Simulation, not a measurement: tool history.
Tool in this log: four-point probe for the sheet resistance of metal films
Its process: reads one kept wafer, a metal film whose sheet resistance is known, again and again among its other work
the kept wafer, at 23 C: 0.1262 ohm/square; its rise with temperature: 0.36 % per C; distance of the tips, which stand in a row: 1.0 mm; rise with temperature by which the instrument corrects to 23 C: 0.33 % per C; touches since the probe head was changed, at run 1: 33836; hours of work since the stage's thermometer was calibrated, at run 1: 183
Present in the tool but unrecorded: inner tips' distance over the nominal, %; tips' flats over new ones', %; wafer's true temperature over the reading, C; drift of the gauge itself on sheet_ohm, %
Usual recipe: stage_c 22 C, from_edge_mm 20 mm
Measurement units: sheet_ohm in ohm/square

run	hour	stage_c	from_edge_mm	touches since the probe head was changed	hours of work since the stage's thermometer was calibrated	sheet_ohm
1	0	22	20	33836	183	0.126319
2	60.9	22	20	35506	215	0.126333
3	112.2	22	32	36911	241	0.126231
4	146.7	22	48	37855	259	0.126168
5	208.1	22	48	39540	292	0.126164
6	275.6	22	48	41389	327	0.126161
7	322.6	22	48	42676	351	0.126198
8	368.5	22	48	43933	375	0.126146
9	434.3	22	21	45736	410	0.126287
10	490.2	22	21	47270	439	0.126289
11	528.2	22	20	48311	459	0.126377
12	600.3	22	5	50287	497	0.128816
13	649	24	5	51620	522	0.128848
14	689.7	24	5	52735	543	0.128892
15	756.1	24	5	54556	578	0.128862
16	813.6	24	5	56132	608	0.128873
17	861.3	24	5	57437	633	0.128866
18	909.4	24	5	58757	658	0.12889
19	947.4	24	5	59796	678	0.128838
20	999.7	22	20	61231	705	0.126307
21	1072.2	22	20	63218	743	0.126315
# hour 1083: new probe head fitted
22	1127.3	19	20	1214	772	0.126222
23	1163.9	22	4	2216	791	0.130261
24	1215.1	33	22	3619	817	0.126663
25	1279.9	26	8	5396	851	0.127349
26	1327.6	27	20	6703	876	0.126517
27	1364.8	30	16	7720	896	0.126705
28	1409.6	30	16	8949	919	0.126744
29	1452.6	34	5	10127	942	0.129311
30	1514.6	34	5	11825	974	0.129262
31	1571.2	31	4	13376	1004	0.130604
32	1640.6	28	44	15279	1040	0.126424
33	1708.9	33	44	17149	1076	0.126608
34	1762.3	27	5	18613	1103	0.129003
35	1825.8	24	9	20353	1137	0.127057
36	1878.7	21	11	21802	1164	0.126764
37	1908.7	30	24	22625	1180	0.126614
38	1956.6	19	5	23939	1205	0.128712
39	2023.5	19	22	25770	1240	0.126207
40	2071.1	19	22	27074	1265	0.126198
41	2143.1	33	27	29048	1302	0.126684
42	2211.2	30	8	30915	1338	0.127557
43	2281	30	5	32827	1375	0.129153
44	2315.6	32	55	33774	1393	0.126514
45	2354.5	32	55	34841	1413	0.126573
46	2411.2	22	21	36394	1443	0.12634

For each entry between runs, how does the tool's hidden state at the last listed run before it compare with that at the first listed run after it?
After run 21, before run 22: new probe head fitted (hour 1083)
  inner tips' distance over the nominal, %: -0.017 -> 0.01; tips' flats over new ones', %: 2 -> 0
  what was measured, less what the result would be without the hidden state, sheet_ohm: -0.000025 -> +0.000013 ohm/square
